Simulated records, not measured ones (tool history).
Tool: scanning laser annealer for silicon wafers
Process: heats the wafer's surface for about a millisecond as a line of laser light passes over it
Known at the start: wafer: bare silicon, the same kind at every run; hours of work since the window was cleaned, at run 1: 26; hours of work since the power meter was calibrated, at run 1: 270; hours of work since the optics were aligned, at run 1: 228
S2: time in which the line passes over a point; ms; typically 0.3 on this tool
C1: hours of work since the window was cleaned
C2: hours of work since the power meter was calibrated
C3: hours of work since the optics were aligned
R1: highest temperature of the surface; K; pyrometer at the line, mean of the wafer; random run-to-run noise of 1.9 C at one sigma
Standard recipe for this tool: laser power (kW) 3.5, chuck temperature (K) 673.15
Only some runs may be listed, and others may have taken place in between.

run 1 day=0 | laser_power_(kW)=3.5 S2=0.3 chuck_temperature_(K)=673.15 | C1=26 C2=270 C3=228 | R1=1457.15
run 2 day=1.658 | laser_power_(kW)=3.5 S2=0.309 chuck_temperature_(K)=673.15 | C1=48 C2=292 C3=249 | R1=1472.15
run 3 day=3.879 | laser_power_(kW)=3.5 S2=0.3 chuck_temperature_(K)=673.15 | C1=77 C2=321 C3=278 | R1=1461.15
run 4 day=5.329 | laser_power_(kW)=3.5 S2=0.3 chuck_temperature_(K)=673.15 | C1=96 C2=340 C3=297 | R1=1460.15
run 5 day=7.242 | laser_power_(kW)=3.5 S2=0.24 chuck_temperature_(K)=673.15 | C1=121 C2=365 C3=322 | R1=1388.15
run 6 day=9.217 | laser_power_(kW)=3.515 S2=0.3 chuck_temperature_(K)=673.15 | C1=146 C2=390 C3=348 | R1=1464.15
run 7 day=11.292 | laser_power_(kW)=3.515 S2=0.3 chuck_temperature_(K)=673.15 | C1=173 C2=417 C3=375 | R1=1463.15
run 8 day=13.021 | laser_power_(kW)=3.722 S2=0.3 chuck_temperature_(K)=678.15 | C1=196 C2=440 C3=397 | R1=1509.15
run 9 day=14.879 | laser_power_(kW)=3.5 S2=0.353 chuck_temperature_(K)=650.15 | C1=220 C2=464 C3=422 | R1=1493.15
run 10 day=16.583 | laser_power_(kW)=3.5 S2=0.353 chuck_temperature_(K)=650.15 | C1=242 C2=486 C3=444 | R1=1496.15
run 11 day=18.621 | laser_power_(kW)=3.665 S2=0.225 chuck_temperature_(K)=685.15 | C1=269 C2=513 C3=470 | R1=1409.15
run 12 day=19.821 | laser_power_(kW)=3.289 S2=0.3 chuck_temperature_(K)=673.15 | C1=284 C2=528 C3=486 | R1=1416.15
run 13 day=21.917 | laser_power_(kW)=3.053 S2=0.216 chuck_temperature_(K)=685.15 | C1=312 C2=555 C3=513 | R1=1286.15

Alternative continuations, all from the tool just after run 13; predict every row:
-- day=23.2 window over the wafer cleaned
run A day=23.638 | laser_power_(kW)=3.802 S2=0.26 chuck_temperature_(K)=712.15 | C1=6 C2=577 C3=534 | R1=?
-- day=23.2 window over the wafer cleaned
run B day=23.638 | laser_power_(kW)=3.242 S2=0.317 chuck_temperature_(K)=648.15 | C1=6 C2=577 C3=534 | R1=?
-- day=23.2 window over the wafer cleaned
run C day=23.638 | laser_power_(kW)=3.5 S2=0.272 chuck_temperature_(K)=700.15 | C1=6 C2=577 C3=534 | R1=?
-- day=23.2 window over the wafer cleaned
run D day=23.638 | laser_power_(kW)=3.097 S2=0.374 chuck_temperature_(K)=673.15 | C1=6 C2=577 C3=534 | R1=?

run=A R1=1507.15
run=B R1=1401.15
run=C R1=1454.15
run=D R1=1449.15
Without the tool's hidden state the same runs would have given:
run=A R1=1507.15
run=B R1=1401.15
run=C R1=1454.15
run=D R1=1449.15
